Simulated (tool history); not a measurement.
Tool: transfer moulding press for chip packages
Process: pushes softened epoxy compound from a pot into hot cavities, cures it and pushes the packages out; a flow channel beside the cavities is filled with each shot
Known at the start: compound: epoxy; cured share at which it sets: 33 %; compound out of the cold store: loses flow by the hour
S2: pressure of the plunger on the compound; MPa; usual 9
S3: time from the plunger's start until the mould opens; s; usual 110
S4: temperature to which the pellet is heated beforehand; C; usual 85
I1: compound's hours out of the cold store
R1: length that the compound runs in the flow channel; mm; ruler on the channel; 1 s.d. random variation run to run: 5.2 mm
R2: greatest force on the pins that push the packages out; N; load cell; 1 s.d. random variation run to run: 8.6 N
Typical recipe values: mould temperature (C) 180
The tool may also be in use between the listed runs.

{"run": 1, "hour": 0.0, "mould temperature (C)": 180, "S2": 9, "S3": 110, "S4": 85, "I1": 18.3, "R1": 492, "R2": 596}
{"hour": 10.5, "done": "plunger's sealing rings changed"}
{"run": 2, "hour": 13.7, "mould temperature (C)": 180, "S2": 9, "S3": 110, "S4": 85, "I1": 45.8, "R1": 504, "R2": 641}
{"hour": 27.8, "done": "cavities cleaned with cleaning compound and waxed"}
{"run": 3, "hour": 31.3, "mould temperature (C)": 180, "S2": 9, "S3": 110, "S4": 85, "I1": 34.3, "R1": 541, "R2": 769}
{"run": 4, "hour": 40.0, "mould temperature (C)": 177, "S2": 9, "S3": 110, "S4": 85, "I1": 25.6, "R1": 546, "R2": 893}
{"run": 5, "hour": 51.1, "mould temperature (C)": 177, "S2": 9, "S3": 110, "S4": 85, "I1": 37.9, "R1": 528, "R2": 891}
{"hour": 65.8, "done": "cavities cleaned with cleaning compound and waxed, once more"}
{"run": 6, "hour": 67.7, "mould temperature (C)": 177, "S2": 9, "S3": 110, "S4": 78, "I1": 23.9, "R1": 555, "R2": 492}
{"run": 7, "hour": 76.2, "mould temperature (C)": 180, "S2": 8.63, "S3": 110, "S4": 85, "I1": 24.9, "R1": 526, "R2": 456}
{"run": 8, "hour": 88.9, "mould temperature (C)": 180, "S2": 8.63, "S3": 110, "S4": 85, "I1": 32, "R1": 522, "R2": 544}
{"run": 9, "hour": 106.2, "mould temperature (C)": 177, "S2": 9, "S3": 110, "S4": 85, "I1": 30.3, "R1": 538, "R2": 679}
{"run": 10, "hour": 116.0, "mould temperature (C)": 177, "S2": 9, "S3": 110, "S4": 85, "I1": 40.3, "R1": 526, "R2": 702}
{"run": 11, "hour": 132.9, "mould temperature (C)": 177, "S2": 8.29, "S3": 110, "S4": 85, "I1": 35.7, "R1": 503, "R2": 776}
{"hour": 139.6, "done": "cavities cleaned with cleaning compound and waxed"}
{"run": 12, "hour": 147.5, "mould temperature (C)": 177, "S2": 8.29, "S3": 110, "S4": 85, "I1": 43.8, "R1": 492, "R2": 537}
{"run": 13, "hour": 157.8, "mould temperature (C)": 185, "S2": 9, "S3": 110, "S4": 85, "I1": 15.8, "R1": 541, "R2": 437}
{"run": 14, "hour": 175.5, "mould temperature (C)": 180, "S2": 9, "S3": 110, "S4": 85, "I1": 19.6, "R1": 543, "R2": 595}
{"run": 15, "hour": 189.8, "mould temperature (C)": 180, "S2": 9, "S3": 144, "S4": 85, "I1": 12, "R1": 548, "R2": 503}
{"run": 16, "hour": 200.3, "mould temperature (C)": 184, "S2": 10.78, "S3": 136, "S4": 82, "I1": 20.8, "R1": 568, "R2": 506}
{"run": 17, "hour": 210.8, "mould temperature (C)": 180, "S2": 9, "S3": 131, "S4": 85, "I1": 45.1, "R1": 497, "R2": 575}
{"hour": 213.9, "done": "cavities cleaned with cleaning compound and waxed"}
{"run": 18, "hour": 221.2, "mould temperature (C)": 173, "S2": 9.23, "S3": 92, "S4": 95, "I1": 23.4, "R1": 547, "R2": 1002}
{"hour": 235.9, "done": "mould's thermocouples calibrated"}
{"run": 19, "hour": 235.9, "mould temperature (C)": 173, "S2": 9.23, "S3": 92, "S4": 95, "I1": 40.5, "R1": 514, "R2": 999}
{"run": 20, "hour": 253.0, "mould temperature (C)": 180, "S2": 9, "S3": 116, "S4": 85, "I1": 42.4, "R1": 490, "R2": 530}
{"run": 21, "hour": 261.8, "mould temperature (C)": 180, "S2": 9, "S3": 116, "S4": 85, "I1": 44.1, "R1": 489, "R2": 530}
{"run": 22, "hour": 276.5, "mould temperature (C)": 175, "S2": 9, "S3": 110, "S4": 82, "I1": 22.1, "R1": 527, "R2": 830}
{"hour": 290.4, "done": "cavities cleaned with cleaning compound and waxed"}
{"run": 23, "hour": 291.9, "mould temperature (C)": 173, "S2": 9.2, "S3": 110, "S4": 82, "I1": 25.7, "R1": 529, "R2": 600}
{"run": 24, "hour": 306.2, "mould temperature (C)": 186, "S2": 9.2, "S3": 120, "S4": 82, "I1": 47.3, "R1": 478, "R2": 376}
{"run": 25, "hour": 317.1, "mould temperature (C)": 180, "S2": 9, "S3": 109, "S4": 88, "I1": 13.4, "R1": 522, "R2": 539}
{"run": 26, "hour": 334.3, "mould temperature (C)": 180, "S2": 9.88, "S3": 110, "S4": 87, "I1": 14.6, "R1": 559, "R2": 611}
{"run": 27, "hour": 350.0, "mould temperature (C)": 180, "S2": 9.88, "S3": 110, "S4": 87, "I1": 39.1, "R1": 515, "R2": 619}
{"run": 28, "hour": 359.6, "mould temperature (C)": 180, "S2": 9.88, "S3": 120, "S4": 84, "I1": 35.3, "R1": 520, "R2": 587}
{"hour": 364.9, "done": "cavities cleaned with cleaning compound and waxed"}
{"run": 29, "hour": 370.3, "mould temperature (C)": 177, "S2": 9.88, "S3": 120, "S4": 78, "I1": 15.7, "R1": 559, "R2": 441}

Results per run with the tool's hidden condition removed, run-to-run variation unchanged:
What the log doesn't record here: true mould temperature over the reading, C; pressure that reaches the compound, % of what is set; grip of the stained cavities, % over clean ones'; drift of the gauge itself on flow_mm, %; drift of the gauge itself on push_out_n, %.
run=1 R1=554 R2=380
run=2 R1=504 R2=390
run=3 R1=543 R2=384
run=4 R1=549 R2=437
run=5 R1=533 R2=434
run=6 R1=561 R2=445
run=7 R1=533 R2=378
run=8 R1=530 R2=403
run=9 R1=548 R2=442
run=10 R1=538 R2=432
run=11 R1=516 R2=447
run=12 R1=506 R2=451
run=13 R1=558 R2=343
run=14 R1=563 R2=400
run=15 R1=570 R2=322
run=16 R1=593 R2=313
run=17 R1=520 R2=340
run=18 R1=572 R2=840
run=19 R1=542 R2=791
run=20 R1=520 R2=370
run=21 R1=519 R2=351
run=22 R1=562 R2=519
run=23 R1=566 R2=573
run=24 R1=513 R2=304
run=25 R1=562 R2=398
run=26 R1=605 R2=406
run=27 R1=560 R2=383
run=28 R1=566 R2=353
run=29 R1=609 R2=398
